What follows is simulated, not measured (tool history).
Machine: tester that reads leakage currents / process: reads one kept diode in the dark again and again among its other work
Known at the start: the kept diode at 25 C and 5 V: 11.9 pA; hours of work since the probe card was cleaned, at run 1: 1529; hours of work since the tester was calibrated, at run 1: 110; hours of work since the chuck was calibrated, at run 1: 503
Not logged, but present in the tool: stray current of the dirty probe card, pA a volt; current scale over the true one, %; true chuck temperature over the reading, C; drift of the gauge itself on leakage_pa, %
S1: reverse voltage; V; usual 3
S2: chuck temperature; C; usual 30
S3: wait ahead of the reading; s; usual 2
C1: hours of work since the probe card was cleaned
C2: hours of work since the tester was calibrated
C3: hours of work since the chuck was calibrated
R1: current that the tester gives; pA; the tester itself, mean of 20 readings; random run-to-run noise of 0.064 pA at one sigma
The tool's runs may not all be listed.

run,hour,S1,S2,S3,C1,C2,C3,R1
1,0,3,30,2,1529,110,503,20.7
2,18.6,3,30,2,1539,120,512,20.68
3,52.1,3,30,1.22,1556,137,530,21.04
4,82.7,3,30,1.22,1572,153,545,21.06
5,117.8,3,30,2,1590,171,563,21.13
6,143.6,3,30,2,1604,184,577,21.18
# hour 148.2: tester calibrated
# hour 159.7: probe card cleaned and baked
7,170.8,3,30,2,6,10,588,12.66
8,210.1,3,30,2,26,30,609,12.76
9,253.2,3,30,2,48,53,631,12.99
10,289.1,3.17,30,2,67,71,649,13.49
# hour 300.8: tester calibrated, once more
# hour 319.1: chuck's temperature calibrated
11,336.5,3.17,30,2,89,17,9,14.05
12,371,6.35,50,0.93,107,35,27,81.79
13,392.8,12.53,30,1.18,118,46,38,33.97
14,426.9,12.53,30,1.18,136,64,56,34.11
15,466.9,3.7,57,3.42,157,85,76,92.39
16,503.9,3.16,57,3.42,176,104,95,83.96
17,534,3.16,57,3.42,191,119,111,83.94
18,554.3,18.16,43,1.42,202,130,121,101.14
19,573,14.98,25,2,211,139,131,29.41
20,602.5,10.37,34,0.32,227,155,146,43.67

Measured minus without-hidden-state, run by run (identical run-to-run variation in each term; gauge scatter may differ):
run,R1
1,+7.7
2,+7.72
3,+7.82
4,+7.94
5,+8
6,+8.06
7,-0.33
8,-0.23
9,-0.14
10,-0.05
11,+0.52
12,+1.17
13,+2.61
14,+2.95
15,+0.78
16,+0.69
17,+0.72
18,+5.98
19,+5.48
20,+3.89
